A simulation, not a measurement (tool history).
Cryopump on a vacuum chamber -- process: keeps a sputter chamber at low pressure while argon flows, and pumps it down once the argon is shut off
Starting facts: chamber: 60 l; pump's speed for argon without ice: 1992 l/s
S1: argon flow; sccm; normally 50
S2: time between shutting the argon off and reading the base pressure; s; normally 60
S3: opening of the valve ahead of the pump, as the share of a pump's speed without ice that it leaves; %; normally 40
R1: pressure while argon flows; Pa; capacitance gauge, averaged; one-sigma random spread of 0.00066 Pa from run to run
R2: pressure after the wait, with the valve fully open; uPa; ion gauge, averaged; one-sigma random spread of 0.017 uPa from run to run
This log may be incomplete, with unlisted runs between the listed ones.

run	hour	S1	S2	S3	R1	R2
1	0.0	50	60	40	0.1095	0.52
2	12.7	39	60	40	0.0841	0.52
3	37.3	50	60	40	0.1074	0.51
4	52.1	50	60	40	0.1096	0.52
5	63.1	50	60	40	0.1095	0.50
6	77.5	50	60	40	0.1092	0.54
7	89.5	50	60	40	0.1084	0.51
8	110.9	50	246	40	0.1088	0.26
9	128.0	50	246	40	0.1094	0.26
10	140.9	50	246	40	0.1099	0.28
11	152.2	50	246	40	0.1090	0.27

Expected results for the next run?
12	166.4	50	246	40	?	?

Run 12 came out at R1 0.1094 Pa, R2 0.26 uPa.
If the tool had no hidden condition, the same run with the same run-to-run variation would have returned R1 0.1059 Pa, R2 0.22 uPa.

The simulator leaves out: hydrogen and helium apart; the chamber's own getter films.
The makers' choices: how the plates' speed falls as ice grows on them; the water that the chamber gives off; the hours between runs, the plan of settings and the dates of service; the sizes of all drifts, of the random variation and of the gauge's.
